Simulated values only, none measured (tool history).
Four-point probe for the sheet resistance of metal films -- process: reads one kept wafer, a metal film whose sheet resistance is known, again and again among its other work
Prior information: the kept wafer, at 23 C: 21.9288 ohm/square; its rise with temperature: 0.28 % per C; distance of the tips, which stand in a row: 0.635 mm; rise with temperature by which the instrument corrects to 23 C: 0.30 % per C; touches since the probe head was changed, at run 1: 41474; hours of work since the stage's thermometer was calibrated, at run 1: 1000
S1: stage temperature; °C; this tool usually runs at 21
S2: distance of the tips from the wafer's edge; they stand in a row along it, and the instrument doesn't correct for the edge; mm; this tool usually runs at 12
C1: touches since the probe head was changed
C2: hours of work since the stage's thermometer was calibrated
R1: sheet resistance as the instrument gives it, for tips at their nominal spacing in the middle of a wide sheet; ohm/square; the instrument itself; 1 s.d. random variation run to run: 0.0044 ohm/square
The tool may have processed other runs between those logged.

Run 1, hour 0.0: usual settings; C1 41474; C2 1000. Result: R1 21.972848 ohm/square.
Run 2, hour 20.5: usual settings but S1 26 °C; C1 42133; C2 1009. Result: R1 21.950815 ohm/square.
Run 3, hour 46.8: usual settings but S1 26 °C; C1 42977; C2 1021. Result: R1 21.945790 ohm/square.
Run 4, hour 64.0: usual settings but S1 28 °C; C1 43528; C2 1029. Result: R1 21.949565 ohm/square.
Run 5, hour 85.8: usual settings but S1 28 °C; C1 44227; C2 1039. Result: R1 21.942529 ohm/square.
Run 6, hour 110.2: usual settings but S1 28 °C; C1 45011; C2 1049. Result: R1 21.943802 ohm/square.
Run 7, hour 137.7: usual settings but S1 28 °C; C1 45894; C2 1062. Result: R1 21.942765 ohm/square.
Run 8, hour 162.0: usual settings but S1 28 °C, S2 15 mm; C1 46676; C2 1073. Result: R1 21.939167 ohm/square.
Run 9, hour 183.3: usual settings but S1 28 °C, S2 15 mm; C1 47359; C2 1082. Result: R1 21.938621 ohm/square.
Run 10, hour 198.7: usual settings but S1 28 °C, S2 15 mm; C1 47854; C2 1089. Result: R1 21.933157 ohm/square.
Run 11, hour 226.7: usual settings but S1 28 °C, S2 15 mm; C1 48752; C2 1102. Result: R1 21.935474 ohm/square.
Run 12, hour 243.5: usual settings but S1 28 °C, S2 15 mm; C1 49293; C2 1109. Result: R1 21.939749 ohm/square.
Run 13, hour 266.8: usual settings but S1 24 °C; C1 50038; C2 1119. Result: R1 21.964013 ohm/square.
At hour 268.8: stage's thermometer calibrated.
Run 14, hour 295.9: usual settings but S1 24 °C; C1 50958; C2 12. Result: R1 21.971804 ohm/square.
Run 15, hour 315.5: usual settings but S1 20 °C, S2 11 mm; C1 51588; C2 21. Result: R1 21.996521 ohm/square.
Run 16, hour 335.2: usual settings but S1 22 °C, S2 4 mm; C1 52219; C2 30. Result: R1 22.242646 ohm/square.
Run 17, hour 361.7: usual settings but S1 22 °C; C1 53072; C2 42. Result: R1 21.982403 ohm/square.
Run 18, hour 387.9: usual settings but S2 6 mm; C1 53913; C2 53. Result: R1 22.079557 ohm/square.
At hour 403.7: stage's thermometer calibrated, once more.
Run 19, hour 403.7: usual settings but S2 6 mm; C1 54404; C2 0. Result: R1 22.075267 ohm/square.
Run 20, hour 433.5: usual settings but S2 6 mm; C1 55358; C2 13. Result: R1 22.072433 ohm/square.
Run 21, hour 465.2: usual settings but S2 6 mm; C1 56377; C2 27. Result: R1 22.081973 ohm/square.
Run 22, hour 487.8: usual settings but S2 6 mm; C1 57102; C2 38. Result: R1 22.081281 ohm/square.
Run 23, hour 510.3: usual settings but S2 6 mm; C1 57826; C2 48. Result: R1 22.074038 ohm/square.
Run 24, hour 541.0: usual settings but S2 6 mm; C1 58811; C2 61. Result: R1 22.086623 ohm/square.
Run 25, hour 556.4: usual settings but S1 30 °C, S2 6 mm; C1 59305; C2 68. Result: R1 22.048616 ohm/square.
Run 26, hour 581.9: usual settings but S1 30 °C, S2 6 mm; C1 60123; C2 80. Result: R1 22.044229 ohm/square.

Measured result minus the same run's result without the hidden state. Both carry the same run-to-run variation, though not necessarily the same gauge scatter:
Hidden state present: inner tips' distance over the nominal, %; tips' flats over new ones', %; wafer's true temperature over the reading, C; drift of the gauge itself on sheet_ohm, %.
run         R1
  1  -0.002460
  2  -0.001602
  3  -0.000367
  4  +0.000482
  5  +0.001559
  6  +0.002783
  7  +0.004070
  8  +0.005271
  9  +0.006322
 10  +0.007118
 11  +0.008475
 12  +0.009275
 13  +0.010622
 14  +0.016838
 15  +0.018051
 16  +0.019095
 17  +0.020186
 18  +0.021594
 19  +0.007733
 20  +0.009154
 21  +0.010688
 22  +0.011892
 23  +0.013071
 24  +0.014495
 25  +0.015142
 26  +0.016330

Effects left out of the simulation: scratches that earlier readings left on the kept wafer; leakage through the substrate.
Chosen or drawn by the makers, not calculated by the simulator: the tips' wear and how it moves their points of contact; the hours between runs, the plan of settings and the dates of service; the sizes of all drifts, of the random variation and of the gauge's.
